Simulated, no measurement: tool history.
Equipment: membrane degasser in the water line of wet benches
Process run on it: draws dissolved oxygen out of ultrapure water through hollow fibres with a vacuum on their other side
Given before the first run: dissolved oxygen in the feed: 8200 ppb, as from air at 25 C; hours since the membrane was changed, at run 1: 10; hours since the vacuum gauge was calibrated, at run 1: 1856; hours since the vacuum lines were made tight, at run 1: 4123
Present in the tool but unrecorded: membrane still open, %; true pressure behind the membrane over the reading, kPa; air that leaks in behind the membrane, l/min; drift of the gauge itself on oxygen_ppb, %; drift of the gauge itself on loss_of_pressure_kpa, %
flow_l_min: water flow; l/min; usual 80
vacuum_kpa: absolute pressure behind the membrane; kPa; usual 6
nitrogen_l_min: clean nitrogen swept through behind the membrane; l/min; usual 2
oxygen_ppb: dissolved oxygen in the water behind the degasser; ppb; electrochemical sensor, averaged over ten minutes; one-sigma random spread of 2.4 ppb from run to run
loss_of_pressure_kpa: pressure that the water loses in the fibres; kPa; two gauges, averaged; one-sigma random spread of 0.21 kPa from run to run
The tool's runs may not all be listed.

| run | day | flow_l_min | vacuum_kpa | nitrogen_l_min | hours since the membrane was changed | hours since the vacuum gauge was calibrated | hours since the vacuum lines were made tight | oxygen_ppb | loss_of_pressure_kpa |
|---|---|---|---|---|---|---|---|---|---|
| 1 | 0 | 80 | 6 | 2 | 10 | 1856 | 4123 | 246.2 | 48.61 |
| 2 | 2.767 | 80 | 6 | 2 | 76 | 1922 | 4190 | 246.9 | 49.08 |
| 3 | 4.925 | 80 | 6 | 2 | 128 | 1974 | 4242 | 248.3 | 48.89 |
| 4 | 7.283 | 80 | 6 | 2 | 184 | 2031 | 4298 | 244.6 | 49.17 |
| 5 | 10.233 | 80 | 6 | 2 | 255 | 2101 | 4369 | 252.7 | 48.92 |
| 6 | 12.054 | 80 | 6 | 2 | 299 | 2145 | 4413 | 250.1 | 49.16 |
| 7 | 14.396 | 80 | 14.24 | 1.72 | 355 | 2201 | 4469 | 953.1 | 49.36 |
| 8 | 16.404 | 77 | 11.56 | 0.99 | 403 | 2249 | 4517 | 1049.3 | 47.28 |
| 9 | 17.721 | 56 | 7.66 | 2 | 435 | 2281 | 4549 | 272.8 | 34.28 |
| 10 | 19.242 | 70 | 5.59 | 2.32 | 471 | 2318 | 4585 | 169.3 | 42.86 |

What if the next run were any one of these 3? Each begins from the tool's condition after run 10:
| A | 21.45 | 50 | 5.05 | 1.13 | 524 | 2371 | 4638 | ? | ? |
| B | 21.45 | 78 | 6 | 2 | 524 | 2371 | 4638 | ? | ? |
| C | 21.45 | 60 | 4.06 | 4.12 | 524 | 2371 | 4638 | ? | ? |

| run | oxygen_ppb | loss_of_pressure_kpa |
|---|---|---|
| A | 181.7 | 30.61 |
| B | 242.1 | 48.05 |
| C | 41.6 | 36.62 |
Stripped of hidden state, with their random variation kept, the same runs would have yielded:
| run | oxygen_ppb | loss_of_pressure_kpa |
|---|---|---|
| A | 162.6 | 30.47 |
| B | 225.1 | 47.82 |
| C | 34 | 36.45 |
